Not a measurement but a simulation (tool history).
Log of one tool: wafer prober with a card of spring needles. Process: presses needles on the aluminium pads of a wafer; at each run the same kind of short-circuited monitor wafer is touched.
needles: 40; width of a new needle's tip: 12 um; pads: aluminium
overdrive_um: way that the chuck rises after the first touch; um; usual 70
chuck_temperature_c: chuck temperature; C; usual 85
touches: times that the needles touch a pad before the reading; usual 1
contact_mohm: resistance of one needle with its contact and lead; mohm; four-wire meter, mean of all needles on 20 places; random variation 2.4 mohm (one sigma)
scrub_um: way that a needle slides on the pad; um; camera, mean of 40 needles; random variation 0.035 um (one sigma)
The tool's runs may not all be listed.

run,hour,overdrive_um,chuck_temperature_c,touches,contact_mohm,scrub_um
1,0.0,70,85,1,281,8.90
2,41.4,70,75,1,312,8.89
3,89.5,70,75,1,307,9.09
4,137.0,71,85,1,285,9.21
5,195.4,71,85,1,296,9.10
6,243.6,71,85,1,318,9.22
7,282.1,61,68,2,292,7.83
8,309.5,50,36,1,323,6.45
9,368.5,57,63,3,293,7.36
10,418.5,57,63,3,303,7.29
11,443.7,70,85,1,323,9.03

Not shown: 16 entries that the log had between the listed runs. Between which runs, and how does the tool's hidden state differ before and after?
Between runs 1 and 2: tips cleaned on abrasive film (hour 29.3)
  debris on the tips, nm: 7.2 -> 52.6; way that the needles fall short of the set height, um: 1.41 -> 1.5; tips' diameter, um: 12.49 -> 12.52
  measured less the result without the state, contact_mohm: +6 -> +40 mohm; scrub_um: -0.19 -> -0.20 um
Between runs 2 and 3: tips cleaned on abrasive film (hour 56.2); tips cleaned on abrasive film (hour 82.6); height of the first contact set anew (hour 82.9)
  debris on the tips, nm: 52.6 -> 45.6; way that the needles fall short of the set height, um: 1.5 -> 0; tips' diameter, um: 12.52 -> 12.58
  measured less the result without the state, contact_mohm: +40 -> +33 mohm; scrub_um: -0.20 -> +0.00 um
Between runs 3 and 4: tips cleaned on abrasive film (hour 109.6); tips cleaned on abrasive film (hour 137.0)
  debris on the tips, nm: 45.6 -> 3.6; way that the needles fall short of the set height, um: 0 -> 0.13; tips' diameter, um: 12.58 -> 12.62
  measured less the result without the state, contact_mohm: +33 -> +4 mohm; scrub_um: +0.00 -> -0.02 um
Between runs 4 and 5: tips cleaned on abrasive film (hour 163.6); tips cleaned on abrasive film (hour 192.7)
  debris on the tips, nm: 3.6 -> 22.7; way that the needles fall short of the set height, um: 0.13 -> 0.23; tips' diameter, um: 12.62 -> 12.66
  measured less the result without the state, contact_mohm: +4 -> +17 mohm; scrub_um: -0.02 -> -0.03 um
Between runs 5 and 6: tips cleaned on abrasive film (hour 222.0)
  debris on the tips, nm: 22.7 -> 60.8; way that the needles fall short of the set height, um: 0.23 -> 0.3; tips' diameter, um: 12.66 -> 12.68
  measured less the result without the state, contact_mohm: +17 -> +44 mohm; scrub_um: -0.03 -> -0.04 um
Between runs 6 and 7: tips cleaned on abrasive film (hour 250.0); tips cleaned on abrasive film (hour 277.9)
  debris on the tips, nm: 60.8 -> 33.1; way that the needles fall short of the set height, um: 0.3 -> 0.44; tips' diameter, um: 12.68 -> 12.73
  measured less the result without the state, contact_mohm: +44 -> +20 mohm; scrub_um: -0.04 -> -0.06 um
Between runs 7 and 8: tips cleaned on abrasive film (hour 304.8)
  debris on the tips, nm: 33.1 -> 36.5; way that the needles fall short of the set height, um: 0.44 -> 0.51; tips' diameter, um: 12.73 -> 12.75
  measured less the result without the state, contact_mohm: +20 -> +54 mohm; scrub_um: -0.06 -> -0.07 um
Between runs 8 and 9: tips cleaned on abrasive film (hour 333.9); tips cleaned on abrasive film (hour 363.4)
  debris on the tips, nm: 36.5 -> 38.7; way that the needles fall short of the set height, um: 0.51 -> 0.62; tips' diameter, um: 12.75 -> 12.79
  measured less the result without the state, contact_mohm: +54 -> +17 mohm; scrub_um: -0.07 -> -0.08 um
Between runs 9 and 10: tips cleaned on abrasive film (hour 393.3)
  debris on the tips, nm: 38.7 -> 62.8; way that the needles fall short of the set height, um: 0.62 -> 0.68; tips' diameter, um: 12.79 -> 12.82
  measured less the result without the state, contact_mohm: +17 -> +27 mohm; scrub_um: -0.08 -> -0.09 um
Between runs 10 and 11: tips cleaned on abrasive film (hour 422.0)
  debris on the tips, nm: 62.8 -> 61.6; way that the needles fall short of the set height, um: 0.68 -> 0.73; tips' diameter, um: 12.82 -> 12.83
  measured less the result without the state, contact_mohm: +27 -> +47 mohm; scrub_um: -0.09 -> -0.10 um
